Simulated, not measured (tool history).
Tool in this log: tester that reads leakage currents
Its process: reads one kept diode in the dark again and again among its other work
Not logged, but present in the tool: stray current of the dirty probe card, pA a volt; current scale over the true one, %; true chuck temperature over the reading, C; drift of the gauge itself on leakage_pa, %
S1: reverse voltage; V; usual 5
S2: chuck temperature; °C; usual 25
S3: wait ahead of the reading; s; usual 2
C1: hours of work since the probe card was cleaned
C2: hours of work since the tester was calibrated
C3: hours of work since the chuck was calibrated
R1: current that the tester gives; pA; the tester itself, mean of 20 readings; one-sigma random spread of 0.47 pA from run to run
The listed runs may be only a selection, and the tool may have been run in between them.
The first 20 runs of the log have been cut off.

{"run": 21, "day": 45.85, "S1": 5, "S2": 27, "S3": 2, "C1": 99, "C2": 847, "C3": 41, "R1": 182.73}
{"run": 22, "day": 47.921, "S1": 1.61, "S2": 22, "S3": 4.27, "C1": 124, "C2": 871, "C3": 65, "R1": 80}
{"run": 23, "day": 50.596, "S1": 11.21, "S2": 25, "S3": 2.41, "C1": 155, "C2": 902, "C3": 96, "R1": 207.65}
{"run": 24, "day": 51.892, "S1": 11.21, "S2": 25, "S3": 2.41, "C1": 170, "C2": 918, "C3": 111, "R1": 206.92}
{"run": 25, "day": 53.571, "S1": 11.21, "S2": 25, "S3": 2.41, "C1": 190, "C2": 937, "C3": 131, "R1": 207.04}
{"run": 26, "day": 56.142, "S1": 5.47, "S2": 42, "S3": 0.47, "C1": 220, "C2": 967, "C3": 161, "R1": 604.76}
{"run": 27, "day": 58.117, "S1": 2.2, "S2": 30, "S3": 2, "C1": 243, "C2": 990, "C3": 184, "R1": 171.15}
{"run": 28, "day": 59.908, "S1": 13.23, "S2": 58, "S3": 2, "C1": 263, "C2": 1011, "C3": 205, "R1": 2568.88}
{"run": 29, "day": 61.171, "S1": 1.26, "S2": 25, "S3": 2, "C1": 278, "C2": 1026, "C3": 220, "R1": 93.02}
{"run": 30, "day": 63.625, "S1": 5, "S2": 35, "S3": 2, "C1": 307, "C2": 1055, "C3": 248, "R1": 338.87}
{"run": 31, "day": 65.908, "S1": 14.76, "S2": 52, "S3": 1.13, "C1": 333, "C2": 1081, "C3": 275, "R1": 1744.58}
{"run": 32, "day": 67.183, "S1": 1.15, "S2": 22, "S3": 0.69, "C1": 348, "C2": 1096, "C3": 290, "R1": 69.47}
{"run": 33, "day": 69.817, "S1": 12.64, "S2": 45, "S3": 0.69, "C1": 379, "C2": 1127, "C3": 321, "R1": 1000.88}
{"run": 34, "day": 71.996, "S1": 12.64, "S2": 45, "S3": 2.34, "C1": 405, "C2": 1152, "C3": 346, "R1": 1002.46}
{"run": 35, "day": 73.812, "S1": 11.22, "S2": 26, "S3": 0.9, "C1": 426, "C2": 1173, "C3": 367, "R1": 220.24}
{"run": 36, "day": 75.217, "S1": 6.79, "S2": 41, "S3": 6.16, "C1": 442, "C2": 1190, "C3": 384, "R1": 591.77}
{"run": 37, "day": 77.142, "S1": 5, "S2": 22, "S3": 2, "C1": 465, "C2": 1212, "C3": 406, "R1": 117.25}

What will run 38 give?
{"run": 38, "day": 80.154, "S1": 5, "S2": 22, "S3": 2, "C1": 500, "C2": 1247, "C3": 441, "R1": "?"}

R1: 116.45 pA
Minus the tool's unlogged condition, the same run would have read R1 122.23 pA.

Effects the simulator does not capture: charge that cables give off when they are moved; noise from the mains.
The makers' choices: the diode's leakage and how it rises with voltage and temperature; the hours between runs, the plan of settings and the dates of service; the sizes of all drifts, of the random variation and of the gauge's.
